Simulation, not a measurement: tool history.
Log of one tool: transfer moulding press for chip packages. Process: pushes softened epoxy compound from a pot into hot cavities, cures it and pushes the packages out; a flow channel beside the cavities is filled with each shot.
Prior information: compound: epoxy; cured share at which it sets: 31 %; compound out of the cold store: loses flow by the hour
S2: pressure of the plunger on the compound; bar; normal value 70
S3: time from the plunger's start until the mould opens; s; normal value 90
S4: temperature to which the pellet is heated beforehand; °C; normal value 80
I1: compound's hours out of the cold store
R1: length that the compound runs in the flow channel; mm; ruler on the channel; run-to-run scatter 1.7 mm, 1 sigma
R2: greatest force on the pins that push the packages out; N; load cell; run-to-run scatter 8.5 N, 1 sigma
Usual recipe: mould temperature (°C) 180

run 1 hour=0.0 | mould_temperature_(°C)=180 S2=70 S3=90 S4=80 | I1=45.0 | R1=786 R2=615
-- hour=5.3 cavities cleaned with cleaning compound and waxed
run 2 hour=26.7 | mould_temperature_(°C)=180 S2=70 S3=90 S4=80 | I1=27.3 | R1=845 R2=513
-- hour=58.9 cavities cleaned with cleaning compound and waxed
run 3 hour=62.6 | mould_temperature_(°C)=180 S2=70 S3=90 S4=71 | I1=29.5 | R1=832 R2=419
run 4 hour=89.4 | mould_temperature_(°C)=180 S2=70 S3=90 S4=71 | I1=15.9 | R1=881 R2=550
-- hour=108.8 cavities cleaned with cleaning compound and waxed
run 5 hour=130.8 | mould_temperature_(°C)=186 S2=70 S3=90 S4=80 | I1=24.2 | R1=829 R2=425
-- hour=161.2 cavities cleaned with cleaning compound and waxed
-- hour=166.2 plunger's sealing rings changed
run 6 hour=188.8 | mould_temperature_(°C)=186 S2=70 S3=90 S4=80 | I1=39.9 | R1=796 R2=440
-- hour=214.7 cavities cleaned with cleaning compound and waxed
run 7 hour=224.9 | mould_temperature_(°C)=185 S2=70 S3=75 S4=80 | I1=23.8 | R1=851 R2=539

Run 8 is up next; what results do you expect?
-- hour=266.0 cavities cleaned with cleaning compound and waxed
run 8 hour=272.8 | mould_temperature_(°C)=185 S2=70 S3=75 S4=80 | I1=47.4 | R1=? R2=?

Logged for run 8: R1 768 mm, R2 462 N.
Minus the tool's unlogged condition, the same run would have read R1 777 mm, R2 401 N.

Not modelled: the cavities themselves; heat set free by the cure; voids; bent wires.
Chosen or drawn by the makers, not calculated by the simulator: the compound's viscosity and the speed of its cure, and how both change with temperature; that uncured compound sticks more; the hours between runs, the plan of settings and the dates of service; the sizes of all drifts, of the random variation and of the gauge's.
